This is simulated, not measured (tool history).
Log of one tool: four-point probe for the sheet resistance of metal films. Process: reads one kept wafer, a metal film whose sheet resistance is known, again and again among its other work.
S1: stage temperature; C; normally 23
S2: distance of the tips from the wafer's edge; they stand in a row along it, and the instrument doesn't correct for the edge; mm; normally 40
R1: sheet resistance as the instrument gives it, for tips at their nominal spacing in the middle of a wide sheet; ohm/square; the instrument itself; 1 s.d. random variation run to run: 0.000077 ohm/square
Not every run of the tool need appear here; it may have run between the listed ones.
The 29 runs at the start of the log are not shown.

run 30 hour=2152.1 | S1=19 S2=4 | R1=0.388446
run 31 hour=2235.1 | S1=28 S2=9 | R1=0.385979
run 32 hour=2316.1 | S1=28 S2=9 | R1=0.386102
run 33 hour=2405.6 | S1=20 S2=5 | R1=0.387386
run 34 hour=2458.8 | S1=33 S2=4 | R1=0.388904
run 35 hour=2507.5 | S1=25 S2=40 | R1=0.385440
run 36 hour=2587.2 | S1=25 S2=40 | R1=0.385422
run 37 hour=2656.9 | S1=25 S2=54 | R1=0.385435
-- hour=2705.8 stage's thermometer calibrated
run 38 hour=2752.8 | S1=35 S2=3 | R1=0.391989
run 39 hour=2861.1 | S1=21 S2=25 | R1=0.385693
run 40 hour=2952.1 | S1=26 S2=4 | R1=0.389280
run 41 hour=3044.9 | S1=19 S2=5 | R1=0.387718
run 42 hour=3118.2 | S1=19 S2=5 | R1=0.387942
run 43 hour=3173.1 | S1=23 S2=4 | R1=0.389047
run 44 hour=3257.0 | S1=24 S2=35 | R1=0.386113
run 45 hour=3361.0 | S1=33 S2=14 | R1=0.386222
run 46 hour=3453.4 | S1=33 S2=14 | R1=0.386516

Below are 3 alternative next runs, each starting from the tool's condition after run 46. Predict each:
run A hour=3540.9 | S1=32 S2=17 | R1=?
run B hour=3540.9 | S1=20 S2=40 | R1=?
run C hour=3540.9 | S1=23 S2=14 | R1=?

run=A R1=0.386469
run=B R1=0.385761
run=C R1=0.386189
Without the tool's unlogged condition, the same runs would have read:
run=A R1=0.384464
run=B R1=0.383768
run=C R1=0.384192
